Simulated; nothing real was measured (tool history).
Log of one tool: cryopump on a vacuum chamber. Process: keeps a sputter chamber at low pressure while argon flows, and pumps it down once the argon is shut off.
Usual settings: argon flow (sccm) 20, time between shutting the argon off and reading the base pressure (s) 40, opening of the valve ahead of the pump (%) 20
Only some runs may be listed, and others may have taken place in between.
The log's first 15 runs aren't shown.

run	day	argon flow (sccm)	time between shutting the argon off and reading the base pressure (s)	opening of the valve ahead of the pump (%)	pressure while argon flows (Pa)	pressure after the wait (uPa)
16	11.988	11	40	20	0.0635	3.27
17	13.188	20	40	20	0.116	3.38
18	13.75	20	40	20	0.1152	3.33
19	14.946	33	151	34	0.1152	1.69
20	16.196	20	222	28	0.0835	1.5
21	16.979	20	258	29	0.0813	1.45
# day 17.758: pump warmed up, emptied and cooled again
22	18.167	20	258	29	0.0774	1.32
23	19.058	20	136	24	0.0937	1.57
24	20.25	11	69	53	0.0236	2.25
25	21.375	20	113	18	0.1252	1.81
26	22.438	18	24	44	0.0464	4.69
27	23.129	13	24	37	0.0397	4.84
28	24.2	20	246	20	0.1126	1.39
29	25.171	32	33	41	0.0889	3.79
30	25.742	32	33	41	0.0884	3.8
31	26.483	20	40	19	0.1187	3.32
32	27.217	20	40	19	0.1195	3.31
33	28.188	27	44	34	0.0901	3.2
34	28.8	37	43	34	0.1238	3.18
35	29.729	28	242	16	0.1972	1.39

Each row is a separate what-if for the run after 35, all from the same tool condition, not one after another. Results?
A	30.596	28	45	42	?	?
B	30.596	16	31	49	?	?
C	30.596	10	35	49	?	?

run	pressure while argon flows (Pa)	pressure after the wait (uPa)
A	0.0764	3.08
B	0.0375	3.91
C	0.0232	3.63
With no hidden state in the tool, these same runs would have given:
run	pressure while argon flows (Pa)	pressure after the wait (uPa)
A	0.0749	2.22
B	0.0367	3.06
C	0.0227	2.77
